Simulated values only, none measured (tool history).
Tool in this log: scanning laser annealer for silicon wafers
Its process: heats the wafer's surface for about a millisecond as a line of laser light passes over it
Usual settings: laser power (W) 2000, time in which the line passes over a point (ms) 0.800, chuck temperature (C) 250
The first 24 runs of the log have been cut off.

run,hour,laser power (W),time in which the line passes over a point (ms),chuck temperature (C),hours of work since the window was cleaned,hours of work since the power meter was calibrated,hours of work since the optics were aligned,highest temperature of the surface (C)
25,381.2,1714,0.561,260,72,457,271,759
26,399.1,1714,0.561,260,80,464,279,759
27,414.3,1714,0.561,260,86,470,285,757
28,431.0,1714,0.561,260,92,477,291,757
29,449.6,2053,0.586,251,100,485,299,858
30,469.9,2053,0.586,251,108,493,307,855
31,480.5,1748,0.700,211,112,497,311,782
32,497.1,2000,0.844,226,119,504,318,952
33,514.5,1804,0.750,270,126,511,325,882
34,525.4,1857,0.893,263,131,515,330,962
35,544.8,2158,0.800,250,138,523,337,1005
36,565.9,1948,0.630,224,147,532,346,820
37,586.6,1948,0.630,224,155,540,354,821

Run 38 is up next; what results do you expect?
38,596.6,2153,0.601,258,159,544,358,?

highest temperature of the surface (C): 900
Without the tool's hidden state the same run would have given highest temperature of the surface (C) 924.

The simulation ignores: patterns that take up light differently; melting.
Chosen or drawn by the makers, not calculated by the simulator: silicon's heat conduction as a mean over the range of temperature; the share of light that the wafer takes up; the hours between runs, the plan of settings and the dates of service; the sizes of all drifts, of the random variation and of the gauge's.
